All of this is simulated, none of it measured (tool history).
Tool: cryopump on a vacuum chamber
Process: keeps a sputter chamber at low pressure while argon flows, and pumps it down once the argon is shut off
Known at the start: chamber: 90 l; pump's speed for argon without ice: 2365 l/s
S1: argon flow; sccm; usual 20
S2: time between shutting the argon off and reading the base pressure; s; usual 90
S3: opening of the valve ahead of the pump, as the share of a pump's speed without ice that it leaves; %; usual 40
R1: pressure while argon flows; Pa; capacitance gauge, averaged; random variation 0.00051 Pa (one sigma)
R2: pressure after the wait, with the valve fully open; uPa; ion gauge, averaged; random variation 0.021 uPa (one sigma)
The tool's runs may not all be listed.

run,hour,S1,S2,S3,R1,R2
1,0.0,20,90,40,0.0383,0.50
2,72.3,35,90,40,0.0672,0.46
3,117.5,35,90,40,0.0665,0.55
4,148.9,35,90,40,0.0670,0.50
5,192.6,35,90,40,0.0666,0.53
6,250.4,20,90,40,0.0387,0.51
7,285.7,20,90,40,0.0387,0.55
8,338.0,31,90,40,0.0614,0.55
9,400.7,38,90,40,0.0747,0.49
10,471.4,20,25,40,0.0404,1.13
11,514.5,20,90,47,0.0330,0.57
12,558.4,20,90,53,0.0309,0.59
13,618.8,20,49,40,0.0396,0.74
14,672.6,20,90,40,0.0408,0.58
15,727.2,20,90,40,0.0406,0.58
16,761.1,20,90,40,0.0402,0.58
17,824.5,20,90,40,0.0402,0.55
18,862.6,20,90,40,0.0400,0.56
19,908.8,12,32,34,0.0277,0.97
20,963.9,12,32,34,0.0286,1.05
# hour 1017.1: pump warmed up, emptied and cooled again
21,1026.3,12,32,37,0.0238,0.88
22,1060.4,21,39,17,0.0892,0.79
23,1135.4,21,39,17,0.0886,0.81
24,1204.0,21,127,17,0.0884,0.48
25,1277.1,21,127,17,0.0891,0.44
26,1318.1,21,127,17,0.0884,0.47
27,1379.1,16,126,23,0.0507,0.47

Forecast run 28:
28,1440.9,16,126,23,?,?

Run 28 gave R1 0.0504 Pa, R2 0.51 uPa.
Without the tool's hidden state the same run would have given R1 0.0495 Pa, R2 0.30 uPa.
